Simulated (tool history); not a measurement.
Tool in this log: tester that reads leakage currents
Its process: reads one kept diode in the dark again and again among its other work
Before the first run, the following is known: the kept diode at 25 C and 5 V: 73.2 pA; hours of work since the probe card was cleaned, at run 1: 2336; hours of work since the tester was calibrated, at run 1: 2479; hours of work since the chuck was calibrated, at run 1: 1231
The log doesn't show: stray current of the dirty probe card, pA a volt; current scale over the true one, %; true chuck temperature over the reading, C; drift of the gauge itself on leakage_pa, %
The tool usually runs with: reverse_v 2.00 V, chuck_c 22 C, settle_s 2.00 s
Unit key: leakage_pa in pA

| run | hour | reverse_v | chuck_c | settle_s | hours of work since the probe card was cleaned | hours of work since the tester was calibrated | hours of work since the chuck was calibrated | leakage_pa |
|---|---|---|---|---|---|---|---|---|
| 1 | 0.0 | 2.00 | 22 | 2.00 | 2336 | 2479 | 1231 | 51.61 |
| 2 | 96.0 | 2.00 | 22 | 2.00 | 2408 | 2551 | 1304 | 52.17 |
| 3 | 186.8 | 1.81 | 22 | 2.00 | 2476 | 2620 | 1372 | 50.33 |
| 4 | 295.2 | 1.81 | 22 | 2.00 | 2558 | 2701 | 1454 | 51.04 |
| 5 | 395.5 | 1.81 | 22 | 2.00 | 2633 | 2777 | 1529 | 51.45 |
| 6 | 445.1 | 1.81 | 24 | 2.00 | 2671 | 2814 | 1566 | 60.61 |
|  | 514.7 | chuck's temperature calibrated |
|  | 545.8 | probe card cleaned and baked |
| 7 | 561.3 | 1.81 | 24 | 2.00 | 12 | 2897 | 33 | 49.31 |
| 8 | 634.2 | 1.81 | 24 | 2.00 | 66 | 2952 | 88 | 49.63 |
| 9 | 689.5 | 1.81 | 24 | 2.00 | 108 | 2994 | 129 | 49.87 |
| 10 | 789.0 | 2.00 | 48 | 2.00 | 183 | 3069 | 204 | 376.03 |
| 11 | 890.5 | 15.41 | 48 | 2.00 | 259 | 3145 | 280 | 704.97 |
| 12 | 962.1 | 2.00 | 22 | 2.00 | 313 | 3199 | 334 | 44.32 |
| 13 | 1054.8 | 2.00 | 22 | 2.00 | 383 | 3269 | 404 | 44.78 |
| 14 | 1112.9 | 2.00 | 22 | 2.00 | 427 | 3312 | 448 | 44.85 |
| 15 | 1213.1 | 2.00 | 22 | 2.00 | 502 | 3388 | 523 | 45.20 |
| 16 | 1265.8 | 1.61 | 39 | 0.35 | 542 | 3427 | 563 | 180.25 |
| 17 | 1365.5 | 5.02 | 40 | 2.00 | 617 | 3502 | 638 | 276.42 |
| 18 | 1434.2 | 5.02 | 40 | 2.00 | 668 | 3554 | 689 | 277.58 |
| 19 | 1485.3 | 4.44 | 22 | 2.00 | 707 | 3592 | 728 | 60.41 |
| 20 | 1534.5 | 4.44 | 22 | 2.00 | 744 | 3630 | 765 | 60.69 |
| 21 | 1619.8 | 4.44 | 22 | 2.00 | 808 | 3694 | 829 | 61.45 |
| 22 | 1681.1 | 3.13 | 26 | 0.35 | 854 | 3740 | 875 | 78.25 |
| 23 | 1739.6 | 1.79 | 41 | 9.49 | 898 | 3784 | 919 | 224.15 |
| 24 | 1803.9 | 1.79 | 41 | 9.49 | 946 | 3832 | 967 | 226.23 |
| 25 | 1875.5 | 13.89 | 22 | 6.10 | 1000 | 3886 | 1021 | 96.28 |
| 26 | 1983.9 | 3.68 | 22 | 9.92 | 1082 | 3967 | 1103 | 59.57 |
| 27 | 2042.9 | 6.85 | 46 | 0.37 | 1126 | 4012 | 1147 | 510.88 |
| 28 | 2117.2 | 2.00 | 29 | 1.42 | 1182 | 4068 | 1203 | 89.98 |
| 29 | 2224.4 | 2.00 | 29 | 1.42 | 1263 | 4148 | 1284 | 90.14 |
| 30 | 2312.4 | 8.31 | 28 | 1.38 | 1329 | 4215 | 1350 | 136.00 |

Entry by entry between the runs, the difference in hidden state between the last listed run before and the first listed run after:
From run 6 to run 7: chuck's temperature calibrated (hour 514.7); probe card cleaned and baked (hour 545.8)
  stray current of the dirty probe card, pA a volt: 2.543 -> 0.035; current scale over the true one, %: -1.01 -> -1.04; true chuck temperature over the reading, C: 1.56 -> 0.05
  difference, measured minus the result without the unlogged condition, leakage_pa: +11.26 -> -0.25 pA
